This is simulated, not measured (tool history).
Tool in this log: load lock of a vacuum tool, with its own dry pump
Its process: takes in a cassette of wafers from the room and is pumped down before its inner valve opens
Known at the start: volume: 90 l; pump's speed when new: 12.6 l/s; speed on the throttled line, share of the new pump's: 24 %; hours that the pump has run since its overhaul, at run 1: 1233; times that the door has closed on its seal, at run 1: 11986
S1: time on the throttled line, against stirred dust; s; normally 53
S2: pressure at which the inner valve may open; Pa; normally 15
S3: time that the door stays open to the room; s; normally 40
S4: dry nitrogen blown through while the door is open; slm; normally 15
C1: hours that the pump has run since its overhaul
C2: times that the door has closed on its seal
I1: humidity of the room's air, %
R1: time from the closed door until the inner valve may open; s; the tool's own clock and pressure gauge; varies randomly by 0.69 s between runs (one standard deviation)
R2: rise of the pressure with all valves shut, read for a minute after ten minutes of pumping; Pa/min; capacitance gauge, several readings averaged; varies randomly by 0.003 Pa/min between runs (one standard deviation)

run,hour,S1,S2,S3,S4,C1,C2,I1,R1,R2
1,0,53,15,40,15,1233,11986,42.6,103.8,0.066
2,108.1,53,15,40,15,1341,12272,46.6,104.9,0.067
3,179.5,53,15,40,15,1413,12461,45.4,102.5,0.07
4,234.7,53,15,40,15,1468,12607,47.7,103.6,0.076
5,288.9,53,15,40,41,1522,12750,45.6,105.1,0.062
6,374.3,53,15,40,15,1607,12976,47.5,104.7,0.071
7,471.3,53,15,40,15,1704,13232,42.2,103.7,0.076
8,548.9,53,15,40,15,1782,13438,44.9,104.5,0.08
9,653.4,53,15,40,15,1887,13714,43.5,105.2,0.072
10,724.9,53,15,40,15,1958,13903,45.2,103.7,0.077
11,791.6,53,15,27,15,2025,14079,46.1,104.6,0.077
12,851.5,53,15,27,15,2085,14237,44.6,104.5,0.08
13,924,53,15,153,10,2157,14429,44.5,105.8,0.1
14,1029.6,53,15,153,10,2263,14708,45.5,104.9,0.109
15,1121.6,58,13,40,15,2355,14952,46.7,109,0.085
16,1207.8,58,13,40,15,2441,15179,46.6,109.6,0.085
17,1288.2,58,13,40,15,2521,15392,44.5,109.6,0.086
18,1351,33,13,40,15,2584,15558,45.1,89.3,0.086
19,1423.4,33,13,40,15,2657,15749,48.6,91.2,0.095
20,1485.6,27,13,40,44,2719,15914,48.3,87.1,0.083
21,1602.7,38,28,40,35,2836,16223,44,88.2,0.082
22,1690.8,38,24,40,35,2924,16456,46.8,89.9,0.092
23,1775.8,38,24,40,35,3009,16681,43.8,89.6,0.082

Forecast each of these 5 alternatives for the next run:
A,1857.8,38,24,40,17,3091,16898,49.6,?,?
B,1857.8,30,15,40,6,3091,16898,47.3,?,?
C,1857.8,53,13,179,17,3091,16898,45.6,?,?
D,1857.8,38,24,57,35,3091,16898,45.3,?,?
E,1857.8,63,11,40,15,3091,16898,44.3,?,?

run,R1,R2
A,91.1,0.097
B,88.1,0.1
C,106.3,0.109
D,90.1,0.089
E,113.5,0.094
With the hidden condition removed and each run's random variation left untouched, the same runs would have given:
run,R1,R2
A,89.5,0.024
B,86.3,0.028
C,104.7,0.036
D,88.6,0.015
E,111.9,0.021

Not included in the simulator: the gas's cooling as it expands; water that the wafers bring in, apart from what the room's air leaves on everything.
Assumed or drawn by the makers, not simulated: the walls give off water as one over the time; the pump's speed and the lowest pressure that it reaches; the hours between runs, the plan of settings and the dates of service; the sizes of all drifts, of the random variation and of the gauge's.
